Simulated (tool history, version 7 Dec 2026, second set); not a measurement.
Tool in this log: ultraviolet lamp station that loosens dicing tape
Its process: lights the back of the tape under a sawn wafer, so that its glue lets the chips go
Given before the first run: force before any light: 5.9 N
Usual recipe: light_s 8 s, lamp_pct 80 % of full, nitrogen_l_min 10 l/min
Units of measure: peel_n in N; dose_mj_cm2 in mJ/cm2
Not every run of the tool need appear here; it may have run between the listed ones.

{"run": 1, "hour": 0.0, "light_s": 8, "lamp_pct": 80, "nitrogen_l_min": 10, "peel_n": 0.51, "dose_mj_cm2": 331}
{"run": 2, "hour": 20.2, "light_s": 8, "lamp_pct": 80, "nitrogen_l_min": 10, "peel_n": 0.516, "dose_mj_cm2": 333}
{"run": 3, "hour": 37.5, "light_s": 8, "lamp_pct": 80, "nitrogen_l_min": 10, "peel_n": 0.526, "dose_mj_cm2": 334}
{"run": 4, "hour": 57.7, "light_s": 8, "lamp_pct": 80, "nitrogen_l_min": 10, "peel_n": 0.525, "dose_mj_cm2": 335}
{"run": 5, "hour": 74.2, "light_s": 8, "lamp_pct": 80, "nitrogen_l_min": 10, "peel_n": 0.533, "dose_mj_cm2": 337}
{"run": 6, "hour": 95.5, "light_s": 8, "lamp_pct": 80, "nitrogen_l_min": 10, "peel_n": 0.509, "dose_mj_cm2": 335}
{"run": 7, "hour": 118.3, "light_s": 8, "lamp_pct": 80, "nitrogen_l_min": 10, "peel_n": 0.51, "dose_mj_cm2": 335}
{"run": 8, "hour": 136.0, "light_s": 15, "lamp_pct": 80, "nitrogen_l_min": 10, "peel_n": 0.143, "dose_mj_cm2": 632}
{"run": 9, "hour": 154.0, "light_s": 15, "lamp_pct": 80, "nitrogen_l_min": 10, "peel_n": 0.143, "dose_mj_cm2": 627}
{"run": 10, "hour": 171.9, "light_s": 15, "lamp_pct": 80, "nitrogen_l_min": 10, "peel_n": 0.156, "dose_mj_cm2": 627}
{"run": 11, "hour": 188.6, "light_s": 15, "lamp_pct": 80, "nitrogen_l_min": 10, "peel_n": 0.152, "dose_mj_cm2": 621}
{"run": 12, "hour": 200.2, "light_s": 8, "lamp_pct": 80, "nitrogen_l_min": 10, "peel_n": 0.526, "dose_mj_cm2": 334}
{"run": 13, "hour": 218.4, "light_s": 9, "lamp_pct": 80, "nitrogen_l_min": 10, "peel_n": 0.418, "dose_mj_cm2": 377}
{"run": 14, "hour": 237.5, "light_s": 8, "lamp_pct": 80, "nitrogen_l_min": 10, "peel_n": 0.509, "dose_mj_cm2": 336}
{"run": 15, "hour": 250.3, "light_s": 8, "lamp_pct": 80, "nitrogen_l_min": 10, "peel_n": 0.543, "dose_mj_cm2": 335}
{"run": 16, "hour": 271.5, "light_s": 4, "lamp_pct": 80, "nitrogen_l_min": 10, "peel_n": 1.656, "dose_mj_cm2": 170}
{"run": 17, "hour": 282.6, "light_s": 4, "lamp_pct": 80, "nitrogen_l_min": 10, "peel_n": 1.615, "dose_mj_cm2": 167}
{"run": 18, "hour": 292.5, "light_s": 8, "lamp_pct": 80, "nitrogen_l_min": 4, "peel_n": 0.922, "dose_mj_cm2": 331}
{"run": 19, "hour": 303.1, "light_s": 8, "lamp_pct": 80, "nitrogen_l_min": 4, "peel_n": 0.969, "dose_mj_cm2": 334}
{"run": 20, "hour": 322.4, "light_s": 15, "lamp_pct": 69, "nitrogen_l_min": 12, "peel_n": 0.176, "dose_mj_cm2": 540}
{"run": 21, "hour": 335.2, "light_s": 15, "lamp_pct": 69, "nitrogen_l_min": 12, "peel_n": 0.16, "dose_mj_cm2": 539}
{"run": 22, "hour": 356.9, "light_s": 11, "lamp_pct": 68, "nitrogen_l_min": 4, "peel_n": 0.725, "dose_mj_cm2": 392}
{"run": 23, "hour": 380.1, "light_s": 14, "lamp_pct": 62, "nitrogen_l_min": 19, "peel_n": 0.184, "dose_mj_cm2": 454}
{"run": 24, "hour": 394.6, "light_s": 14, "lamp_pct": 62, "nitrogen_l_min": 19, "peel_n": 0.184, "dose_mj_cm2": 454}
{"run": 25, "hour": 417.1, "light_s": 14, "lamp_pct": 62, "nitrogen_l_min": 19, "peel_n": 0.188, "dose_mj_cm2": 454}
{"run": 26, "hour": 439.4, "light_s": 5, "lamp_pct": 99, "nitrogen_l_min": 3, "peel_n": 1.595, "dose_mj_cm2": 259}
{"run": 27, "hour": 452.0, "light_s": 8, "lamp_pct": 72, "nitrogen_l_min": 15, "peel_n": 0.511, "dose_mj_cm2": 297}
{"run": 28, "hour": 466.4, "light_s": 8, "lamp_pct": 72, "nitrogen_l_min": 15, "peel_n": 0.493, "dose_mj_cm2": 300}
{"run": 29, "hour": 480.7, "light_s": 8, "lamp_pct": 64, "nitrogen_l_min": 15, "peel_n": 0.645, "dose_mj_cm2": 268}
{"run": 30, "hour": 492.5, "light_s": 7, "lamp_pct": 68, "nitrogen_l_min": 3, "peel_n": 1.705, "dose_mj_cm2": 249}
{"run": 31, "hour": 507.1, "light_s": 7, "lamp_pct": 68, "nitrogen_l_min": 3, "peel_n": 1.779, "dose_mj_cm2": 247}
{"run": 32, "hour": 520.1, "light_s": 5, "lamp_pct": 63, "nitrogen_l_min": 9, "peel_n": 1.833, "dose_mj_cm2": 163}
{"run": 33, "hour": 529.8, "light_s": 5, "lamp_pct": 63, "nitrogen_l_min": 9, "peel_n": 1.794, "dose_mj_cm2": 163}
{"run": 34, "hour": 547.7, "light_s": 5, "lamp_pct": 63, "nitrogen_l_min": 9, "peel_n": 1.757, "dose_mj_cm2": 166}
{"run": 35, "hour": 571.3, "light_s": 5, "lamp_pct": 63, "nitrogen_l_min": 9, "peel_n": 1.748, "dose_mj_cm2": 166}
{"run": 36, "hour": 591.9, "light_s": 8, "lamp_pct": 87, "nitrogen_l_min": 10, "peel_n": 0.438, "dose_mj_cm2": 362}
{"run": 37, "hour": 602.2, "light_s": 4, "lamp_pct": 71, "nitrogen_l_min": 10, "peel_n": 1.925, "dose_mj_cm2": 149}
{"run": 38, "hour": 625.0, "light_s": 4, "lamp_pct": 71, "nitrogen_l_min": 8, "peel_n": 2.118, "dose_mj_cm2": 147}

Alternative continuations, all from the tool just after run 38; predict every row:
{"run": "A", "hour": 636.5, "light_s": 8, "lamp_pct": 80, "nitrogen_l_min": 8, "peel_n": "?", "dose_mj_cm2": "?"}
{"run": "B", "hour": 636.5, "light_s": 12, "lamp_pct": 61, "nitrogen_l_min": 8, "peel_n": "?", "dose_mj_cm2": "?"}
{"run": "C", "hour": 636.5, "light_s": 6, "lamp_pct": 71, "nitrogen_l_min": 8, "peel_n": "?", "dose_mj_cm2": "?"}
{"run": "D", "hour": 636.5, "light_s": 5, "lamp_pct": 69, "nitrogen_l_min": 10, "peel_n": "?", "dose_mj_cm2": "?"}
{"run": "E", "hour": 636.5, "light_s": 4, "lamp_pct": 94, "nitrogen_l_min": 8, "peel_n": "?", "dose_mj_cm2": "?"}

run=A peel_n=0.627 dose_mj_cm2=330
run=B peel_n=0.459 dose_mj_cm2=380
run=C peel_n=1.187 dose_mj_cm2=222
run=D peel_n=1.533 dose_mj_cm2=180
run=E peel_n=1.517 dose_mj_cm2=194
What these runs would have given with no unlogged condition in the tool:
run=A peel_n=0.623 dose_mj_cm2=331
run=B peel_n=0.456 dose_mj_cm2=381
run=C peel_n=1.181 dose_mj_cm2=223
run=D peel_n=1.527 dose_mj_cm2=181
run=E peel_n=1.510 dose_mj_cm2=194
